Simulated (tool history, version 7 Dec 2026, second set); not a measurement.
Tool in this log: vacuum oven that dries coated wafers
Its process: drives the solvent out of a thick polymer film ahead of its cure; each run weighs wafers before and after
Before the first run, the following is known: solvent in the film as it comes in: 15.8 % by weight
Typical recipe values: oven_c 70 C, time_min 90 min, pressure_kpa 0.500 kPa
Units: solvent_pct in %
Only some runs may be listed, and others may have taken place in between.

Run 1, hour 0.0: usual settings. Result: solvent_pct 0.97 %.
Run 2, hour 112.4: usual settings. Result: solvent_pct 1.06 %.
Run 3, hour 219.2: usual settings. Result: solvent_pct 1.01 %.
Run 4, hour 305.2: usual settings. Result: solvent_pct 1.06 %.
Run 5, hour 381.6: usual settings. Result: solvent_pct 1.05 %.
Run 6, hour 438.9: usual settings. Result: solvent_pct 1.12 %.
Run 7, hour 555.0: usual settings. Result: solvent_pct 1.05 %.
Run 8, hour 643.3: usual settings. Result: solvent_pct 1.04 %.
Run 9, hour 755.1: usual settings but time_min 74 min. Result: solvent_pct 1.45 %.
Run 10, hour 815.1: usual settings. Result: solvent_pct 1.09 %.
At hour 875.5: vacuum gauge cleaned of residue and calibrated.
Run 11, hour 888.1: usual settings. Result: solvent_pct 0.92 %.
Run 12, hour 968.8: usual settings. Result: solvent_pct 0.91 %.
Run 13, hour 1061.9: usual settings but time_min 136 min. Result: solvent_pct 0.55 %.
Run 14, hour 1145.3: usual settings. Result: solvent_pct 0.94 %.
Run 15, hour 1243.3: usual settings. Result: solvent_pct 0.94 %.
At hour 1325.7: oven's thermocouples calibrated.
Run 16, hour 1373.2: usual settings. Result: solvent_pct 0.89 %.
Run 17, hour 1444.7: usual settings. Result: solvent_pct 0.80 %.
Run 18, hour 1517.0: usual settings but oven_c 64 C, time_min 48 min, pressure_kpa 0.418 kPa. Result: solvent_pct 3.97 %.
Run 19, hour 1572.4: usual settings but oven_c 64 C, time_min 48 min, pressure_kpa 0.418 kPa. Result: solvent_pct 4.01 %.
Run 20, hour 1700.3: usual settings but oven_c 64 C, time_min 48 min, pressure_kpa 0.418 kPa. Result: solvent_pct 4.03 %.
Run 21, hour 1807.6: usual settings but time_min 65 min, pressure_kpa 1.126 kPa. Result: solvent_pct 1.95 %.
Run 22, hour 1936.0: usual settings but oven_c 81 C, time_min 72 min. Result: solvent_pct 0.34 %.
Run 23, hour 2002.1: usual settings but oven_c 56 C, time_min 98 min. Result: solvent_pct 3.62 %.
Run 24, hour 2114.9: usual settings but oven_c 65 C, time_min 47 min. Result: solvent_pct 3.93 %.
Run 25, hour 2230.0: usual settings but oven_c 65 C, time_min 47 min. Result: solvent_pct 3.96 %.
Run 26, hour 2309.5: usual settings but oven_c 61 C, pressure_kpa 1.762 kPa. Result: solvent_pct 3.88 %.
Run 27, hour 2411.0: usual settings but oven_c 61 C, pressure_kpa 1.762 kPa. Result: solvent_pct 3.92 %.
Run 28, hour 2500.7: usual settings but oven_c 61 C, time_min 58 min, pressure_kpa 1.762 kPa. Result: solvent_pct 5.48 %.
Run 29, hour 2601.7: usual settings but oven_c 61 C, time_min 58 min, pressure_kpa 1.762 kPa. Result: solvent_pct 5.52 %.
Run 30, hour 2713.8: usual settings but oven_c 61 C, time_min 58 min, pressure_kpa 1.762 kPa. Result: solvent_pct 5.57 %.
Run 31, hour 2833.0: usual settings but oven_c 65 C, time_min 48 min, pressure_kpa 0.279 kPa. Result: solvent_pct 3.85 %.

How would selected steps in solvent_pct from run to run divide? Give the signed amount a tool lacking its hidden state would still show from settings, what came in and random variation, and the signed amount left for the hidden state, including any gauge scatter that is not in both of the compared results.
What the log doesn't record here: true wafer temperature over the reading, C; true pressure over the reading, kPa; drift of the gauge itself on solvent_pct, %.
Run 10 -> 11: vacuum gauge cleaned of residue and calibrated. solvent_pct -0.17 %: hidden state -0.20, all else +0.03.
Run 13 -> 14: time_min 136 -> 90. solvent_pct +0.39 %: hidden state +0.09, all else +0.30.
Run 15 -> 16: oven's thermocouples calibrated. solvent_pct -0.05 %: hidden state -0.16, all else +0.11.
Run 17 -> 18: oven_c 70 -> 64, time_min 90 -> 48, pressure_kpa 0.500 -> 0.418. solvent_pct +3.17 %: hidden state -0.05, all else +3.22.
Run 20 -> 21: oven_c 64 -> 70, time_min 48 -> 65, pressure_kpa 0.418 -> 1.126. solvent_pct -2.08 %: hidden state +0.05, all else -2.13.
Run 22 -> 23: oven_c 81 -> 56, time_min 72 -> 98. solvent_pct +3.28 %: hidden state +0.05, all else +3.23.

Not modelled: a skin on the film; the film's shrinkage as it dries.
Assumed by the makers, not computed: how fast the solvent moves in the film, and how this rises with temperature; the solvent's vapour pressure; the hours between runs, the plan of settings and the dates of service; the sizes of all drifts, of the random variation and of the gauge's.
